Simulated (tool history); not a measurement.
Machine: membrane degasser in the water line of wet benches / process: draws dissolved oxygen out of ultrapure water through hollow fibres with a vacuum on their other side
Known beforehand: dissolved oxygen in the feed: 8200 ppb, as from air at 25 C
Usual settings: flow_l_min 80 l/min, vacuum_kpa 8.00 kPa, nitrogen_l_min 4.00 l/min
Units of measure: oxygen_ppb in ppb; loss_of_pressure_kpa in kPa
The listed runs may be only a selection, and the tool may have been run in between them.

Run 1, hour 0.0: usual settings. Result: oxygen_ppb 258.5 ppb, loss_of_pressure_kpa 41.07 kPa.
Run 2, hour 70.1: usual settings. Result: oxygen_ppb 258.4 ppb, loss_of_pressure_kpa 40.99 kPa.
Run 3, hour 142.2: usual settings. Result: oxygen_ppb 251.8 ppb, loss_of_pressure_kpa 41.15 kPa.
Run 4, hour 198.8: usual settings but nitrogen_l_min 5.33 l/min. Result: oxygen_ppb 212.1 ppb, loss_of_pressure_kpa 41.21 kPa.
Run 5, hour 306.5: usual settings but nitrogen_l_min 5.33 l/min. Result: oxygen_ppb 209.5 ppb, loss_of_pressure_kpa 41.46 kPa.
Run 6, hour 420.1: usual settings. Result: oxygen_ppb 255.9 ppb, loss_of_pressure_kpa 41.34 kPa.
Run 7, hour 502.0: usual settings. Result: oxygen_ppb 258.1 ppb, loss_of_pressure_kpa 41.20 kPa.
Run 8, hour 602.7: usual settings. Result: oxygen_ppb 259.3 ppb, loss_of_pressure_kpa 41.22 kPa.
Run 9, hour 722.8: usual settings. Result: oxygen_ppb 262.3 ppb, loss_of_pressure_kpa 41.35 kPa.
Run 10, hour 814.2: usual settings. Result: oxygen_ppb 255.6 ppb, loss_of_pressure_kpa 41.00 kPa.
Run 11, hour 916.9: usual settings. Result: oxygen_ppb 257.9 ppb, loss_of_pressure_kpa 41.04 kPa.
Run 12, hour 1006.3: usual settings. Result: oxygen_ppb 258.0 ppb, loss_of_pressure_kpa 40.96 kPa.
Run 13, hour 1093.2: usual settings. Result: oxygen_ppb 256.5 ppb, loss_of_pressure_kpa 41.16 kPa.
Run 14, hour 1174.9: usual settings. Result: oxygen_ppb 258.1 ppb, loss_of_pressure_kpa 41.34 kPa.
Run 15, hour 1308.1: usual settings. Result: oxygen_ppb 251.6 ppb, loss_of_pressure_kpa 41.31 kPa.
Run 16, hour 1393.1: usual settings. Result: oxygen_ppb 260.7 ppb, loss_of_pressure_kpa 41.29 kPa.
Run 17, hour 1490.8: usual settings but flow_l_min 49 l/min, nitrogen_l_min 4.02 l/min. Result: oxygen_ppb 139.9 ppb, loss_of_pressure_kpa 25.23 kPa.
Run 18, hour 1599.1: usual settings but flow_l_min 49 l/min, nitrogen_l_min 4.02 l/min. Result: oxygen_ppb 141.2 ppb, loss_of_pressure_kpa 25.39 kPa.
Run 19, hour 1660.9: usual settings but flow_l_min 71 l/min, vacuum_kpa 5.87 kPa, nitrogen_l_min 7.62 l/min. Result: oxygen_ppb 89.5 ppb, loss_of_pressure_kpa 36.50 kPa.
Run 20, hour 1737.7: usual settings but flow_l_min 61 l/min. Result: oxygen_ppb 180.1 ppb, loss_of_pressure_kpa 31.63 kPa.
At hour 1745.4: vacuum gauge calibrated.
Run 21, hour 1834.8: usual settings but flow_l_min 62 l/min, nitrogen_l_min 7.89 l/min. Result: oxygen_ppb 107.5 ppb, loss_of_pressure_kpa 31.94 kPa.
Run 22, hour 1966.7: usual settings but flow_l_min 55 l/min, vacuum_kpa 7.95 kPa, nitrogen_l_min 1.83 l/min. Result: oxygen_ppb 307.1 ppb, loss_of_pressure_kpa 28.38 kPa.
Run 23, hour 2085.1: usual settings but flow_l_min 72 l/min. Result: oxygen_ppb 226.2 ppb, loss_of_pressure_kpa 37.15 kPa.
Run 24, hour 2148.4: usual settings but flow_l_min 126 l/min, vacuum_kpa 16.19 kPa, nitrogen_l_min 6.97 l/min. Result: oxygen_ppb 703.1 ppb, loss_of_pressure_kpa 64.80 kPa.
Run 25, hour 2257.3: usual settings but flow_l_min 98 l/min, vacuum_kpa 5.62 kPa, nitrogen_l_min 8.79 l/min. Result: oxygen_ppb 163.9 ppb, loss_of_pressure_kpa 50.52 kPa.
Run 26, hour 2389.3: usual settings but flow_l_min 98 l/min, vacuum_kpa 5.62 kPa, nitrogen_l_min 8.79 l/min. Result: oxygen_ppb 165.8 ppb, loss_of_pressure_kpa 50.36 kPa.
At hour 2457.6: vacuum gauge calibrated, once more.
Run 27, hour 2517.1: usual settings but flow_l_min 93 l/min, vacuum_kpa 6.04 kPa, nitrogen_l_min 8.79 l/min. Result: oxygen_ppb 154.6 ppb, loss_of_pressure_kpa 47.93 kPa.
Run 28, hour 2586.8: usual settings but flow_l_min 93 l/min, vacuum_kpa 6.04 kPa, nitrogen_l_min 8.79 l/min. Result: oxygen_ppb 155.5 ppb, loss_of_pressure_kpa 47.67 kPa.
Run 29, hour 2646.1: usual settings but vacuum_kpa 6.94 kPa, nitrogen_l_min 1.77 l/min. Result: oxygen_ppb 377.0 ppb, loss_of_pressure_kpa 41.10 kPa.
Run 30, hour 2737.7: usual settings but flow_l_min 106 l/min, vacuum_kpa 5.08 kPa, nitrogen_l_min 7.01 l/min. Result: oxygen_ppb 200.2 ppb, loss_of_pressure_kpa 54.98 kPa.
Run 31, hour 2833.5: usual settings but flow_l_min 106 l/min, vacuum_kpa 5.08 kPa, nitrogen_l_min 7.01 l/min. Result: oxygen_ppb 198.8 ppb, loss_of_pressure_kpa 55.08 kPa.
Run 32, hour 2890.8: usual settings but flow_l_min 106 l/min, vacuum_kpa 5.08 kPa, nitrogen_l_min 7.01 l/min. Result: oxygen_ppb 196.9 ppb, loss_of_pressure_kpa 55.06 kPa.

3 options for the next run, each taken on its own from the tool as it stands now. Forecast them:
Run A, hour 2975.5: usual settings but flow_l_min 127 l/min, vacuum_kpa 7.14 kPa, nitrogen_l_min 2.90 l/min. Result: oxygen_ppb ?, loss_of_pressure_kpa ?.
Run B, hour 2975.5: usual settings but flow_l_min 106 l/min, vacuum_kpa 13.45 kPa, nitrogen_l_min 7.01 l/min. Result: oxygen_ppb ?, loss_of_pressure_kpa ?.
Run C, hour 2975.5: usual settings but flow_l_min 96 l/min. Result: oxygen_ppb ?, loss_of_pressure_kpa ?.

run  oxygen_ppb  loss_of_pressure_kpa
  A       549.1                 65.77
  B       465.8                 54.58
  C       334.2                 49.44
Stripped of hidden state, with their random variation kept, the same runs would have yielded:
run  oxygen_ppb  loss_of_pressure_kpa
  A       531.0                 64.63
  B       454.8                 53.63
  C       324.2                 48.58

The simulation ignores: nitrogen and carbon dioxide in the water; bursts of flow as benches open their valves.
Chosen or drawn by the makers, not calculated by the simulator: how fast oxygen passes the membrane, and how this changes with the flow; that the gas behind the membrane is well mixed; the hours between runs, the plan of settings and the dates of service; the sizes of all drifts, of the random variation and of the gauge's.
